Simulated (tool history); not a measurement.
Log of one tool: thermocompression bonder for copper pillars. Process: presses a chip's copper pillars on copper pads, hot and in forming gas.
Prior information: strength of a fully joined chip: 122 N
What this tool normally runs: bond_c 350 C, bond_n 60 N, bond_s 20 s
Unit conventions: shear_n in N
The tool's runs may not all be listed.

run   hour  bond_c  bond_n  bond_s  shear_n
  1      0     350      60      20     47.3
  2     57     350      60      20       49
  3    101     350      39      20     33.6
     157.5  -- forming gas filter changed
  4  171.7     350      39      20     34.1
  5  206.4     350      60      43     62.6
  6  248.1     350      60      43     64.5
  7    300     350      59      43     64.4
  8  352.5     350      59      43     63.1
     359.4  -- forming gas filter changed
  9    404     350      59      43     64.1
 10    442     350      59      43     61.9
 11  499.3     350      59      43     64.6
 12  538.5     333      76      20     49.3
     558.3  -- forming gas filter changed
 13  604.7     368      39      39     51.8
 14  643.9     321      39      39     32.5
     711.7  -- heater calibrated with a thermocouple chip
 15  716.2     363      60      23     57.6
     763.8  -- forming gas filter changed
 16  782.5     363      74      23     67.3
 17  819.7     363      74      23     66.2
 18  865.9     331      39      47     39.6
 19  913.5     331      39      47     38.9
 20  955.3     331      39      47     39.8
     963.8  -- forming gas filter changed
 21  987.1     349      53      22     45.8

Consider 3 possible next runs. They are alternatives, not a sequence: every one starts from the tool as it was left by run 21. What does each give?
  A  1043.9     358      50      36        ?
  B  1043.9     329      60      14        ?
  C  1043.9     350      86      12        ?

run  shear_n
  A     56.7
  B     34.9
  C     52.5
The same runs, with their run-to-run variation unchanged, on a tool lacking any hidden condition would have given:
run  shear_n
  A     56.6
  B     34.7
  C     52.4
